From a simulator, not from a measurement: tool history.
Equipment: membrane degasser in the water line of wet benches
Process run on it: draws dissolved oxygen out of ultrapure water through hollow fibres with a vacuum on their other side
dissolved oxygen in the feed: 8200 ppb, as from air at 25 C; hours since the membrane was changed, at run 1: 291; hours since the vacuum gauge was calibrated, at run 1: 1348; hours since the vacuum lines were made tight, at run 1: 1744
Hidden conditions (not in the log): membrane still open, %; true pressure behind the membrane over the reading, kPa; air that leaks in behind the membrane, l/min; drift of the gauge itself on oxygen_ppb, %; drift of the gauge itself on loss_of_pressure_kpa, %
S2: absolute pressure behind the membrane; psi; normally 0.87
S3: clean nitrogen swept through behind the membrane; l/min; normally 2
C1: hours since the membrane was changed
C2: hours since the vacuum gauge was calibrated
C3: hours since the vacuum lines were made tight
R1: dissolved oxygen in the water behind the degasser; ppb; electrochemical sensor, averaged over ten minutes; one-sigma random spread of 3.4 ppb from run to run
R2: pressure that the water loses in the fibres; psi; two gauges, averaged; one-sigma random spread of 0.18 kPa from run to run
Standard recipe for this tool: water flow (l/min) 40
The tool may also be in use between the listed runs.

{"run": 1, "hour": 0.0, "water flow (l/min)": 40, "S2": 0.87, "S3": 2, "C1": 291, "C2": 1348, "C3": 1744, "R1": 342.7, "R2": 6.486}
{"run": 2, "hour": 47.8, "water flow (l/min)": 40, "S2": 0.87, "S3": 2, "C1": 339, "C2": 1395, "C3": 1792, "R1": 338, "R2": 6.477}
{"run": 3, "hour": 134.1, "water flow (l/min)": 40, "S2": 0.87, "S3": 2, "C1": 425, "C2": 1482, "C3": 1878, "R1": 340, "R2": 6.474}
{"run": 4, "hour": 182.8, "water flow (l/min)": 40, "S2": 0.87, "S3": 2, "C1": 474, "C2": 1530, "C3": 1927, "R1": 337.4, "R2": 6.476}
{"run": 5, "hour": 226.0, "water flow (l/min)": 33, "S2": 0.87, "S3": 2, "C1": 517, "C2": 1574, "C3": 1970, "R1": 224.6, "R2": 5.332}
{"run": 6, "hour": 314.7, "water flow (l/min)": 40, "S2": 0.87, "S3": 2, "C1": 606, "C2": 1662, "C3": 2058, "R1": 347, "R2": 6.506}
{"run": 7, "hour": 412.3, "water flow (l/min)": 39, "S2": 0.87, "S3": 2, "C1": 703, "C2": 1760, "C3": 2156, "R1": 322.7, "R2": 6.316}
{"run": 8, "hour": 474.7, "water flow (l/min)": 39, "S2": 0.87, "S3": 2, "C1": 766, "C2": 1822, "C3": 2218, "R1": 324.5, "R2": 6.286}
{"run": 9, "hour": 564.0, "water flow (l/min)": 39, "S2": 0.87, "S3": 2, "C1": 855, "C2": 1912, "C3": 2308, "R1": 321.4, "R2": 6.298}
{"run": 10, "hour": 632.5, "water flow (l/min)": 39, "S2": 0.87, "S3": 2, "C1": 924, "C2": 1980, "C3": 2376, "R1": 322.1, "R2": 6.273}
{"run": 11, "hour": 696.8, "water flow (l/min)": 55, "S2": 0.87, "S3": 2, "C1": 988, "C2": 2044, "C3": 2441, "R1": 642.5, "R2": 8.866}
{"run": 12, "hour": 769.6, "water flow (l/min)": 43, "S2": 0.87, "S3": 2, "C1": 1061, "C2": 2117, "C3": 2513, "R1": 396.3, "R2": 6.924}
{"run": 13, "hour": 844.5, "water flow (l/min)": 43, "S2": 0.87, "S3": 2, "C1": 1136, "C2": 2192, "C3": 2588, "R1": 400.6, "R2": 6.969}
{"run": 14, "hour": 917.8, "water flow (l/min)": 43, "S2": 0.87, "S3": 2, "C1": 1209, "C2": 2265, "C3": 2661, "R1": 398.9, "R2": 7.024}
{"run": 15, "hour": 982.2, "water flow (l/min)": 43, "S2": 0.87, "S3": 2, "C1": 1273, "C2": 2330, "C3": 2726, "R1": 389.8, "R2": 6.931}
{"run": 16, "hour": 1051.3, "water flow (l/min)": 43, "S2": 0.87, "S3": 2, "C1": 1342, "C2": 2399, "C3": 2795, "R1": 399.9, "R2": 6.971}
{"run": 17, "hour": 1133.1, "water flow (l/min)": 61, "S2": 0.747, "S3": 1, "C1": 1424, "C2": 2481, "C3": 2877, "R1": 795.9, "R2": 9.854}
{"run": 18, "hour": 1178.0, "water flow (l/min)": 25, "S2": 0.85, "S3": 1.13, "C1": 1469, "C2": 2526, "C3": 2922, "R1": 172.8, "R2": 4.052}
{"run": 19, "hour": 1219.6, "water flow (l/min)": 40, "S2": 0.87, "S3": 2.4, "C1": 1511, "C2": 2567, "C3": 2963, "R1": 323.9, "R2": 6.438}
{"run": 20, "hour": 1299.2, "water flow (l/min)": 40, "S2": 0.87, "S3": 2.4, "C1": 1590, "C2": 2647, "C3": 3043, "R1": 333.3, "R2": 6.476}

Run 21 is up next; what results do you expect?
{"run": 21, "hour": 1378.4, "water flow (l/min)": 40, "S2": 0.87, "S3": 2.4, "C1": 1669, "C2": 2726, "C3": 3122, "R1": "?", "R2": "?"}

R1: 325.1 ppb
R2: 6.409 psi
If the tool had no hidden condition, the same run with the same run-to-run variation would have returned R1 324.9 ppb, R2 6.409 psi.

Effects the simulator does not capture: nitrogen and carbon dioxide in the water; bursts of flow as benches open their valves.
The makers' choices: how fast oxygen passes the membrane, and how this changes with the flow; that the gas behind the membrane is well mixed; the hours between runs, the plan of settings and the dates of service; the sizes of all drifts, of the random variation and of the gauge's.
